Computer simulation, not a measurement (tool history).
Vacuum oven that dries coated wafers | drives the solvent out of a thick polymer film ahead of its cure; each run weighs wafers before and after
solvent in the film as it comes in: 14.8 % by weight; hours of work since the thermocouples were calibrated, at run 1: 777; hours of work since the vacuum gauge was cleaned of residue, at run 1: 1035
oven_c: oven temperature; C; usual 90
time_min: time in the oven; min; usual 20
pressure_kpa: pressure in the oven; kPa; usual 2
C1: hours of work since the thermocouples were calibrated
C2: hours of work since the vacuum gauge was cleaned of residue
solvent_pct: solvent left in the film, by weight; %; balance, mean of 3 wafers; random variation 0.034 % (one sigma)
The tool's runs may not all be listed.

run 1 day=0 | oven_c=90 time_min=20 pressure_kpa=2 | C1=777 C2=1035 | solvent_pct=1.55
run 2 day=0.858 | oven_c=90 time_min=20 pressure_kpa=2 | C1=793 C2=1051 | solvent_pct=1.59
run 3 day=2.212 | oven_c=90 time_min=20 pressure_kpa=2 | C1=818 C2=1075 | solvent_pct=1.6
run 4 day=2.983 | oven_c=90 time_min=20 pressure_kpa=2 | C1=831 C2=1089 | solvent_pct=1.61
-- day=3.154 oven's thermocouples calibrated
run 5 day=4.242 | oven_c=95 time_min=20 pressure_kpa=2 | C1=20 C2=1110 | solvent_pct=1.15
run 6 day=4.929 | oven_c=90 time_min=20 pressure_kpa=2 | C1=32 C2=1123 | solvent_pct=1.56
run 7 day=6.475 | oven_c=90 time_min=20 pressure_kpa=2 | C1=60 C2=1151 | solvent_pct=1.55
run 8 day=7.688 | oven_c=90 time_min=20 pressure_kpa=2 | C1=82 C2=1173 | solvent_pct=1.57
run 9 day=8.775 | oven_c=90 time_min=20 pressure_kpa=2 | C1=102 C2=1192 | solvent_pct=1.53
run 10 day=9.742 | oven_c=90 time_min=20 pressure_kpa=2 | C1=119 C2=1210 | solvent_pct=1.62
run 11 day=10.688 | oven_c=90 time_min=20 pressure_kpa=3.38 | C1=136 C2=1227 | solvent_pct=2.13
run 12 day=12.15 | oven_c=90 time_min=13 pressure_kpa=2 | C1=163 C2=1254 | solvent_pct=2.7
run 13 day=13.196 | oven_c=90 time_min=20 pressure_kpa=2 | C1=182 C2=1272 | solvent_pct=1.57
run 14 day=14.479 | oven_c=90 time_min=20 pressure_kpa=2 | C1=205 C2=1296 | solvent_pct=1.55
run 15 day=15.892 | oven_c=90 time_min=20 pressure_kpa=2 | C1=231 C2=1321 | solvent_pct=1.55
run 16 day=17.467 | oven_c=90 time_min=20 pressure_kpa=2 | C1=259 C2=1350 | solvent_pct=1.59
run 17 day=18.417 | oven_c=90 time_min=20 pressure_kpa=6.02 | C1=276 C2=1367 | solvent_pct=3.3
run 18 day=19.079 | oven_c=90 time_min=14 pressure_kpa=6.02 | C1=288 C2=1379 | solvent_pct=4.11
run 19 day=20.371 | oven_c=90 time_min=20 pressure_kpa=2 | C1=312 C2=1402 | solvent_pct=1.54
run 20 day=21.067 | oven_c=90 time_min=20 pressure_kpa=2 | C1=324 C2=1415 | solvent_pct=1.55
run 21 day=22.592 | oven_c=90 time_min=20 pressure_kpa=2 | C1=352 C2=1443 | solvent_pct=1.56
run 22 day=23.267 | oven_c=102 time_min=20 pressure_kpa=2 | C1=364 C2=1455 | solvent_pct=0.67
run 23 day=24.296 | oven_c=102 time_min=20 pressure_kpa=2 | C1=383 C2=1473 | solvent_pct=0.7
run 24 day=25.758 | oven_c=90 time_min=10 pressure_kpa=2 | C1=409 C2=1500 | solvent_pct=3.53
run 25 day=26.646 | oven_c=90 time_min=10 pressure_kpa=2 | C1=425 C2=1516 | solvent_pct=3.62
run 26 day=27.712 | oven_c=92 time_min=14 pressure_kpa=4.78 | C1=445 C2=1535 | solvent_pct=3.17
run 27 day=28.55 | oven_c=90 time_min=13 pressure_kpa=1.02 | C1=460 C2=1550 | solvent_pct=2.26
run 28 day=29.85 | oven_c=90 time_min=13 pressure_kpa=1.02 | C1=483 C2=1574 | solvent_pct=2.34
run 29 day=31.021 | oven_c=103 time_min=32 pressure_kpa=2.75 | C1=504 C2=1595 | solvent_pct=0.77
run 30 day=31.908 | oven_c=83 time_min=32 pressure_kpa=2.75 | C1=521 C2=1611 | solvent_pct=2
run 31 day=33.288 | oven_c=83 time_min=32 pressure_kpa=2.75 | C1=546 C2=1636 | solvent_pct=2
run 32 day=34.288 | oven_c=83 time_min=32 pressure_kpa=2.75 | C1=564 C2=1654 | solvent_pct=2.03
run 33 day=34.958 | oven_c=102 time_min=31 pressure_kpa=1.14 | C1=576 C2=1666 | solvent_pct=0.33
run 34 day=36.404 | oven_c=102 time_min=31 pressure_kpa=1.14 | C1=602 C2=1693 | solvent_pct=0.36
run 35 day=37.704 | oven_c=102 time_min=31 pressure_kpa=1.14 | C1=625 C2=1716 | solvent_pct=0.33
run 36 day=38.829 | oven_c=102 time_min=31 pressure_kpa=1.14 | C1=646 C2=1736 | solvent_pct=0.35
run 37 day=40.021 | oven_c=104 time_min=20 pressure_kpa=1.78 | C1=667 C2=1758 | solvent_pct=0.53
run 38 day=40.883 | oven_c=90 time_min=14 pressure_kpa=2.5 | C1=683 C2=1774 | solvent_pct=2.65
run 39 day=41.588 | oven_c=76 time_min=10 pressure_kpa=1.8 | C1=696 C2=1786 | solvent_pct=6.52
run 40 day=42.625 | oven_c=79 time_min=20 pressure_kpa=3.28 | C1=714 C2=1805 | solvent_pct=4.09
run 41 day=43.921 | oven_c=88 time_min=20 pressure_kpa=2 | C1=738 C2=1829 | solvent_pct=1.74
run 42 day=44.754 | oven_c=88 time_min=36 pressure_kpa=3.94 | C1=753 C2=1844 | solvent_pct=1.99
run 43 day=45.458 | oven_c=86 time_min=20 pressure_kpa=2 | C1=766 C2=1856 | solvent_pct=2.05
run 44 day=46.85 | oven_c=86 time_min=20 pressure_kpa=2 | C1=791 C2=1882 | solvent_pct=2.02
run 45 day=47.529 | oven_c=90 time_min=32 pressure_kpa=2.53 | C1=803 C2=1894 | solvent_pct=1.3
run 46 day=48.254 | oven_c=81 time_min=32 pressure_kpa=2.53 | C1=816 C2=1907 | solvent_pct=2.13
-- day=49.212 oven's thermocouples calibrated
run 47 day=49.296 | oven_c=81 time_min=32 pressure_kpa=2.53 | C1=1 C2=1924 | solvent_pct=2.13

Hidden state at the last listed run before each entry between runs and at the first one after, where it differs:
Between runs 4 and 5: oven's thermocouples calibrated (day 3.154)
  true wafer temperature over the reading, C: 0.04 -> 0
Between runs 46 and 47: oven's thermocouples calibrated (day 49.212)
  true wafer temperature over the reading, C: 0.04 -> 0.01; true pressure over the reading, kPa: 0.018 -> 0.019
